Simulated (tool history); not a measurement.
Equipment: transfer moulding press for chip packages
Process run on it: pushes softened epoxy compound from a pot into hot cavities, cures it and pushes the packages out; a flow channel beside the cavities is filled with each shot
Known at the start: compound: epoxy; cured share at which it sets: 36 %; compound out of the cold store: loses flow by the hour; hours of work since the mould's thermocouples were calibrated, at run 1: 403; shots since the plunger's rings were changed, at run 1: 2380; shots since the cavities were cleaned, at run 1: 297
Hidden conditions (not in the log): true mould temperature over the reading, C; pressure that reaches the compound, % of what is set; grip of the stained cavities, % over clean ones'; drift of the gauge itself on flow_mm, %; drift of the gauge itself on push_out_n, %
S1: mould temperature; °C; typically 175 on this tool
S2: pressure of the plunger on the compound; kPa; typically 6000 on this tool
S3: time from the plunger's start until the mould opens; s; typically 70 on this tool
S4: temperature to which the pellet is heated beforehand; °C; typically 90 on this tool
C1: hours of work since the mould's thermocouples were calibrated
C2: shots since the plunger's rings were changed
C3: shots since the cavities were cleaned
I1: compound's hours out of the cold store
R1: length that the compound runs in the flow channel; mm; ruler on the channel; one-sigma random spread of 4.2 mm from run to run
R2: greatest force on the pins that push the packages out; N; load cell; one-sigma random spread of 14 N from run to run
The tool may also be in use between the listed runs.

{"run": 1, "day": 0.0, "S1": 175, "S2": 6000, "S3": 70, "S4": 90, "C1": 403, "C2": 2380, "C3": 297, "I1": 44.1, "R1": 732, "R2": 662}
{"run": 2, "day": 0.55, "S1": 175, "S2": 6000, "S3": 70, "S4": 90, "C1": 412, "C2": 2570, "C3": 487, "I1": 14.1, "R1": 781, "R2": 720}
{"run": 3, "day": 1.208, "S1": 175, "S2": 4520, "S3": 70, "S4": 90, "C1": 422, "C2": 2796, "C3": 713, "I1": 29, "R1": 657, "R2": 670}
{"day": 1.888, "done": "cavities cleaned with cleaning compound and waxed"}
{"run": 4, "day": 1.988, "S1": 175, "S2": 6000, "S3": 86, "S4": 90, "C1": 433, "C2": 3044, "C3": 35, "I1": 14.1, "R1": 784, "R2": 455}
{"run": 5, "day": 2.346, "S1": 175, "S2": 6000, "S3": 86, "S4": 90, "C1": 438, "C2": 3167, "C3": 158, "I1": 28.9, "R1": 763, "R2": 461}
{"run": 6, "day": 3.038, "S1": 175, "S2": 6000, "S3": 86, "S4": 90, "C1": 449, "C2": 3406, "C3": 397, "I1": 13, "R1": 787, "R2": 462}
{"run": 7, "day": 3.421, "S1": 175, "S2": 6000, "S3": 86, "S4": 90, "C1": 455, "C2": 3537, "C3": 528, "I1": 19.3, "R1": 773, "R2": 458}
{"run": 8, "day": 4.083, "S1": 175, "S2": 6000, "S3": 86, "S4": 90, "C1": 465, "C2": 3766, "C3": 757, "I1": 38.3, "R1": 743, "R2": 455}
{"day": 4.638, "done": "cavities cleaned with cleaning compound and waxed"}
{"run": 9, "day": 4.729, "S1": 175, "S2": 6000, "S3": 86, "S4": 90, "C1": 474, "C2": 3967, "C3": 31, "I1": 38, "R1": 744, "R2": 434}
{"run": 10, "day": 5.217, "S1": 175, "S2": 6000, "S3": 86, "S4": 90, "C1": 481, "C2": 4135, "C3": 199, "I1": 14, "R1": 782, "R2": 445}
{"run": 11, "day": 5.883, "S1": 170, "S2": 6000, "S3": 70, "S4": 90, "C1": 492, "C2": 4365, "C3": 429, "I1": 46.3, "R1": 744, "R2": 982}
{"run": 12, "day": 6.217, "S1": 175, "S2": 6000, "S3": 70, "S4": 90, "C1": 497, "C2": 4480, "C3": 544, "I1": 19.8, "R1": 770, "R2": 693}
{"run": 13, "day": 6.612, "S1": 175, "S2": 6000, "S3": 70, "S4": 90, "C1": 503, "C2": 4616, "C3": 680, "I1": 27.2, "R1": 763, "R2": 702}
{"run": 14, "day": 7.158, "S1": 175, "S2": 6000, "S3": 70, "S4": 90, "C1": 511, "C2": 4805, "C3": 869, "I1": 9.9, "R1": 798, "R2": 711}
{"day": 7.396, "done": "cavities cleaned with cleaning compound and waxed"}
{"run": 15, "day": 7.858, "S1": 175, "S2": 6000, "S3": 70, "S4": 90, "C1": 521, "C2": 5024, "C3": 159, "I1": 23, "R1": 770, "R2": 694}
{"run": 16, "day": 8.358, "S1": 175, "S2": 6000, "S3": 96, "S4": 90, "C1": 529, "C2": 5197, "C3": 332, "I1": 9.7, "R1": 795, "R2": 397}
{"run": 17, "day": 9.075, "S1": 175, "S2": 6000, "S3": 70, "S4": 90, "C1": 540, "C2": 5443, "C3": 578, "I1": 15.6, "R1": 780, "R2": 722}
{"run": 18, "day": 9.396, "S1": 175, "S2": 6000, "S3": 70, "S4": 90, "C1": 545, "C2": 5554, "C3": 689, "I1": 26.1, "R1": 763, "R2": 730}
{"run": 19, "day": 9.954, "S1": 175, "S2": 6000, "S3": 70, "S4": 90, "C1": 553, "C2": 5747, "C3": 882, "I1": 29.4, "R1": 752, "R2": 691}
{"day": 10.167, "done": "cavities cleaned with cleaning compound and waxed"}
{"run": 20, "day": 10.367, "S1": 182, "S2": 6820, "S3": 70, "S4": 93, "C1": 558, "C2": 5867, "C3": 68, "I1": 39, "R1": 775, "R2": 451}
{"run": 21, "day": 10.908, "S1": 167, "S2": 6810, "S3": 101, "S4": 93, "C1": 567, "C2": 6053, "C3": 254, "I1": 23.8, "R1": 846, "R2": 500}
{"day": 11.125, "done": "plunger's sealing rings changed"}
{"run": 22, "day": 11.442, "S1": 175, "S2": 6790, "S3": 95, "S4": 82, "C1": 573, "C2": 110, "C3": 403, "I1": 24.8, "R1": 814, "R2": 430}
{"run": 23, "day": 11.796, "S1": 175, "S2": 5510, "S3": 70, "S4": 90, "C1": 579, "C2": 231, "C3": 524, "I1": 22.9, "R1": 732, "R2": 690}
{"run": 24, "day": 12.379, "S1": 175, "S2": 4510, "S3": 64, "S4": 90, "C1": 588, "C2": 433, "C3": 726, "I1": 27.7, "R1": 660, "R2": 908}
{"run": 25, "day": 12.946, "S1": 175, "S2": 6550, "S3": 80, "S4": 90, "C1": 596, "C2": 628, "C3": 921, "I1": 17.5, "R1": 818, "R2": 525}
{"day": 13.042, "done": "cavities cleaned with cleaning compound and waxed"}
{"run": 26, "day": 13.592, "S1": 175, "S2": 7070, "S3": 95, "S4": 94, "C1": 605, "C2": 829, "C3": 190, "I1": 41.2, "R1": 800, "R2": 406}
{"run": 27, "day": 14.171, "S1": 175, "S2": 6000, "S3": 56, "S4": 90, "C1": 614, "C2": 1028, "C3": 389, "I1": 20.6, "R1": 780, "R2": 1315}
{"run": 28, "day": 14.608, "S1": 175, "S2": 6000, "S3": 56, "S4": 90, "C1": 621, "C2": 1180, "C3": 541, "I1": 32.8, "R1": 749, "R2": 1305}
{"run": 29, "day": 15.0, "S1": 173, "S2": 4560, "S3": 56, "S4": 90, "C1": 627, "C2": 1315, "C3": 676, "I1": 44.1, "R1": 647, "R2": 1381}

Branching from run 29: 3 alternative next runs. What would each branch give?
{"run": "A", "day": 15.429, "S1": 174, "S2": 4560, "S3": 89, "S4": 90, "C1": 634, "C2": 1463, "C3": 824, "I1": 18, "R1": "?", "R2": "?"}
{"run": "B", "day": 15.429, "S1": 175, "S2": 5050, "S3": 66, "S4": 87, "C1": 634, "C2": 1463, "C3": 824, "I1": 36.6, "R1": "?", "R2": "?"}
{"run": "C", "day": 15.429, "S1": 168, "S2": 4560, "S3": 69, "S4": 91, "C1": 634, "C2": 1463, "C3": 824, "I1": 27.8, "R1": "?", "R2": "?"}

run=A R1=695 R2=464
run=B R1=686 R2=831
run=C R1=681 R2=1163
Stripped of hidden state, with their random variation kept, the same runs would have yielded:
run=A R1=696 R2=458
run=B R1=686 R2=819
run=C R1=682 R2=1149
